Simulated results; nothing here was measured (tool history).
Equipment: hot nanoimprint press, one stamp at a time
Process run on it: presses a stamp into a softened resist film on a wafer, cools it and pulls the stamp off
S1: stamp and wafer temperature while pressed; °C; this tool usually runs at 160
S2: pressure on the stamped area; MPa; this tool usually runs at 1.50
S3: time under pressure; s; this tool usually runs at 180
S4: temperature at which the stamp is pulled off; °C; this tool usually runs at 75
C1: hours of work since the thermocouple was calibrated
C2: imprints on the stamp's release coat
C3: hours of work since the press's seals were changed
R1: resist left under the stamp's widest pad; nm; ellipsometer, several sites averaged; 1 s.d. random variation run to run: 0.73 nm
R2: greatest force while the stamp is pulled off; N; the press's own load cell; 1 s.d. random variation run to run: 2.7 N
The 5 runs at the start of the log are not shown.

run,day,S1,S2,S3,S4,C1,C2,C3,R1,R2
6,2.075,160,1.50,180,75,154,1011,206,136.2,158
7,2.558,157,1.50,180,75,162,1042,213,151.6,162
8,3.075,157,1.50,180,75,170,1075,221,152.3,155
9,3.371,157,1.50,180,75,174,1094,226,152.3,166
10,3.704,151,1.50,180,75,179,1115,231,185.0,159
11,4.229,160,1.50,180,75,187,1148,239,136.9,166
# day 4.388: plate thermocouple calibrated
12,4.679,160,1.50,180,75,4,1169,244,137.3,162
13,5.212,160,1.50,180,75,13,1203,252,137.5,167
14,5.625,160,1.50,180,67,19,1229,258,137.3,193
15,6.150,160,1.50,180,67,27,1262,266,137.4,204
# day 6.325: plate thermocouple calibrated, once more
16,6.700,160,1.50,180,76,6,1289,273,133.4,160
17,7.012,160,1.50,180,76,11,1309,278,133.8,151
18,7.383,160,1.50,206,83,16,1333,283,127.0,130
19,7.929,160,1.23,206,65,25,1368,292,137.8,207
20,8.317,168,1.71,221,61,31,1392,298,85.1,225
21,8.696,160,1.50,180,70,36,1416,303,133.7,188
22,9.008,160,1.50,180,70,41,1436,308,135.6,186
23,9.258,160,1.50,180,70,45,1452,312,134.1,191
24,9.575,160,1.50,359,74,50,1472,317,103.9,173
25,9.892,157,1.50,114,75,55,1492,322,170.6,170
26,10.367,161,1.29,338,66,62,1522,329,109.4,208
27,10.767,161,1.29,243,67,68,1548,335,122.8,211
28,11.200,160,1.50,293,75,75,1576,342,111.3,172
29,11.629,163,1.50,180,64,81,1603,348,120.1,221
30,12.083,163,1.50,180,64,88,1632,355,120.1,225

3 ways to go on from here, each from the tool as it stands after run 30. What would each give?
A,12.633,163,1.37,109,67,97,1667,364,?,?
B,12.633,156,1.50,122,77,97,1667,364,?,?
C,12.633,166,1.50,180,77,97,1667,364,?,?

run,R1,R2
A,146.1,208
B,171.8,167
C,108.0,162
Without the tool's hidden state the same runs would have given:
run,R1,R2
A,143.9,149
B,169.5,120
C,105.9,116

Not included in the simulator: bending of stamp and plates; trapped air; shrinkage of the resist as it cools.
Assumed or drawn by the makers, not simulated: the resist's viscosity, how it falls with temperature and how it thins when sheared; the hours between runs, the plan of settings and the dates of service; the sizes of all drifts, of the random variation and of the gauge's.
